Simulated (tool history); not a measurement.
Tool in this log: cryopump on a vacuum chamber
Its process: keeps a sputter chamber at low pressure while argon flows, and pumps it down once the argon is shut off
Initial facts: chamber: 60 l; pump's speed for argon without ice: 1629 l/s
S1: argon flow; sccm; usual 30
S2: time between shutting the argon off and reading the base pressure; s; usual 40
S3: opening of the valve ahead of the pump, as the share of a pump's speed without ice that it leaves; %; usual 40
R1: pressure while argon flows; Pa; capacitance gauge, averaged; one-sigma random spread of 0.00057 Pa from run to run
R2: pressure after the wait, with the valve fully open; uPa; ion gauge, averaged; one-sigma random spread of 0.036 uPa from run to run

Run 1, day 0.000: usual settings. Result: R1 0.0778 Pa, R2 2.27 uPa.
Run 2, day 1.958: usual settings. Result: R1 0.0799 Pa, R2 2.27 uPa.
Run 3, day 3.350: usual settings. Result: R1 0.0788 Pa, R2 2.32 uPa.
Run 4, day 4.958: usual settings. Result: R1 0.0791 Pa, R2 2.35 uPa.
Run 5, day 5.992: usual settings. Result: R1 0.0795 Pa, R2 2.35 uPa.
Run 6, day 7.746: usual settings. Result: R1 0.0794 Pa, R2 2.39 uPa.
Run 7, day 9.533: usual settings. Result: R1 0.0823 Pa, R2 2.35 uPa.
Run 8, day 10.642: usual settings. Result: R1 0.0810 Pa, R2 2.39 uPa.
Run 9, day 12.029: usual settings. Result: R1 0.0811 Pa, R2 2.41 uPa.
Run 10, day 13.267: usual settings. Result: R1 0.0811 Pa, R2 2.37 uPa.
Run 11, day 14.750: usual settings. Result: R1 0.0819 Pa, R2 2.49 uPa.
Run 12, day 16.650: usual settings. Result: R1 0.0820 Pa, R2 2.43 uPa.
Run 13, day 18.133: usual settings. Result: R1 0.0827 Pa, R2 2.46 uPa.
Run 14, day 19.542: usual settings. Result: R1 0.0814 Pa, R2 2.52 uPa.
Run 15, day 20.604: usual settings. Result: R1 0.0830 Pa, R2 2.45 uPa.
Run 16, day 21.617: usual settings but S1 24 sccm, S2 287 s. Result: R1 0.0661 Pa, R2 0.87 uPa.
Run 17, day 22.821: usual settings but S3 37 %. Result: R1 0.0895 Pa, R2 2.50 uPa.
Run 18, day 24.096: usual settings but S1 39 sccm, S2 271 s, S3 51 %. Result: R1 0.0866 Pa, R2 0.92 uPa.
Run 19, day 25.388: usual settings but S1 39 sccm, S2 271 s, S3 51 %. Result: R1 0.0860 Pa, R2 0.93 uPa.
Run 20, day 26.904: usual settings but S1 39 sccm, S2 271 s, S3 51 %. Result: R1 0.0877 Pa, R2 0.99 uPa.
Run 21, day 28.858: usual settings but S1 39 sccm, S2 271 s, S3 51 %. Result: R1 0.0881 Pa, R2 1.03 uPa.
Run 22, day 30.650: usual settings but S1 13 sccm, S2 86 s, S3 16 %. Result: R1 0.0877 Pa, R2 1.64 uPa.
Run 23, day 32.892: usual settings but S1 38 sccm, S2 21 s, S3 18 %. Result: R1 0.2293 Pa, R2 4.30 uPa.
Run 24, day 34.496: usual settings but S1 31 sccm, S2 51 s, S3 19 %. Result: R1 0.1791 Pa, R2 2.26 uPa.
Run 25, day 36.496: usual settings but S1 24 sccm, S2 184 s, S3 52 %. Result: R1 0.0542 Pa, R2 1.20 uPa.
Run 26, day 37.754: usual settings but S1 36 sccm, S2 46 s, S3 18 %. Result: R1 0.2183 Pa, R2 2.37 uPa.
Run 27, day 39.812: usual settings but S1 59 sccm, S2 46 s, S3 25 %. Result: R1 0.2653 Pa, R2 2.45 uPa.
Run 28, day 40.946: usual settings but S1 59 sccm, S2 46 s, S3 25 %. Result: R1 0.2635 Pa, R2 2.42 uPa.
Run 29, day 42.121: usual settings but S1 59 sccm, S2 46 s, S3 25 %. Result: R1 0.2454 Pa, R2 2.29 uPa.
Run 30, day 43.475: usual settings but S1 59 sccm, S2 46 s, S3 25 %. Result: R1 0.2470 Pa, R2 2.33 uPa.

Put back what was entered between runs (1 entry, withheld): which listed runs does each sit between, and how does the hidden state differ from the listed run before to the listed run after?
In the gap between runs 28 and 29: pump warmed up, emptied and cooled again (day 41.883)
  pump's speed, % of a pump's without ice: 77.1 -> 99.6; leak into the chamber, uPa l/s: 1084 -> 1092
  the result without the hidden state subtracted from the measured one, R1: +0.0194 -> +0.0013 Pa; R2: +0.69 -> +0.50 uPa
